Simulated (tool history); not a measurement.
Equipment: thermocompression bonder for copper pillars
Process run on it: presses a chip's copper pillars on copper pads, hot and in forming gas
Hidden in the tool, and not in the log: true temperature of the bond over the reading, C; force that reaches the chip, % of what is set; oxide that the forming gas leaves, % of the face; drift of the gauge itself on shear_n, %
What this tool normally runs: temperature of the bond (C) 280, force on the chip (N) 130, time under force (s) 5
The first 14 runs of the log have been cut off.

| run | day | temperature of the bond (C) | force on the chip (N) | time under force (s) | hours of work since the heater was calibrated | hours of work since the force cell was calibrated | hours of work since the gas filter was changed | force that shears a chip off (N) |
|---|---|---|---|---|---|---|---|---|
|  | 19.762 | forming gas filter changed |
| 15 | 19.938 | 280 | 189 | 5 | 68 | 976 | 3 | 69.5 |
|  | 20.129 | force cell calibrated |
| 16 | 21.583 | 280 | 189 | 5 | 94 | 24 | 29 | 70.2 |
| 17 | 22.496 | 280 | 189 | 5 | 109 | 39 | 44 | 69.7 |
| 18 | 23.317 | 280 | 189 | 5 | 123 | 53 | 58 | 67.6 |
| 19 | 25.033 | 280 | 189 | 5 | 151 | 82 | 87 | 67.2 |
| 20 | 26.138 | 280 | 189 | 5 | 170 | 100 | 105 | 67.1 |
|  | 27.904 | forming gas filter changed |
| 21 | 27.904 | 280 | 189 | 5 | 199 | 129 | 0 | 72.7 |
| 22 | 29.142 | 280 | 189 | 5 | 219 | 150 | 21 | 71.9 |
|  | 30.446 | force cell calibrated, once more |
| 23 | 30.808 | 274 | 174 | 5 | 246 | 6 | 47 | 63.1 |
| 24 | 32.367 | 280 | 159 | 4 | 272 | 32 | 73 | 57.5 |
| 25 | 33.808 | 266 | 134 | 4 | 296 | 56 | 97 | 45.9 |
| 26 | 34.546 | 255 | 139 | 3 | 308 | 68 | 110 | 34.6 |
|  | 36.033 | forming gas filter changed |
| 27 | 36.033 | 282 | 109 | 8 | 333 | 93 | 0 | 71.9 |
| 28 | 37.058 | 292 | 115 | 3 | 350 | 110 | 17 | 55.5 |
| 29 | 38.183 | 259 | 157 | 3 | 369 | 129 | 36 | 43.2 |
| 30 | 39.850 | 295 | 130 | 7 | 396 | 156 | 64 | 77.1 |
| 31 | 40.621 | 295 | 130 | 7 | 409 | 169 | 76 | 76.8 |
| 32 | 41.825 | 286 | 130 | 3 | 429 | 189 | 96 | 52.2 |
| 33 | 42.788 | 293 | 103 | 5 | 445 | 205 | 112 | 61.8 |
|  | 44.133 | forming gas filter changed |
| 34 | 44.338 | 293 | 103 | 5 | 471 | 231 | 3 | 65.9 |
| 35 | 45.967 | 293 | 114 | 7 | 498 | 258 | 31 | 76.9 |
| 36 | 46.867 | 254 | 87 | 5 | 513 | 273 | 46 | 38.1 |
| 37 | 48.521 | 254 | 87 | 5 | 541 | 300 | 73 | 36.2 |
| 38 | 49.517 | 306 | 130 | 5 | 557 | 317 | 90 | 78.5 |
| 39 | 50.362 | 288 | 90 | 5 | 571 | 331 | 104 | 56.0 |

Branching from run 39: 4 alternative next runs. What would each branch give?
| A | 51.883 | 268 | 98 | 3 | 597 | 356 | 129 | ? |
| B | 51.883 | 294 | 90 | 7 | 597 | 356 | 129 | ? |
| C | 51.883 | 283 | 85 | 5 | 597 | 356 | 129 | ? |
| D | 51.883 | 280 | 98 | 12 | 597 | 356 | 129 | ? |

| run | force that shears a chip off (N) |
|---|---|
| A | 37.4 |
| B | 65.0 |
| C | 51.3 |
| D | 69.3 |
The same runs, with their run-to-run variation unchanged, on a tool lacking any hidden condition would have given:
| run | force that shears a chip off (N) |
|---|---|
| A | 35.5 |
| B | 64.3 |
| C | 49.7 |
| D | 68.6 |

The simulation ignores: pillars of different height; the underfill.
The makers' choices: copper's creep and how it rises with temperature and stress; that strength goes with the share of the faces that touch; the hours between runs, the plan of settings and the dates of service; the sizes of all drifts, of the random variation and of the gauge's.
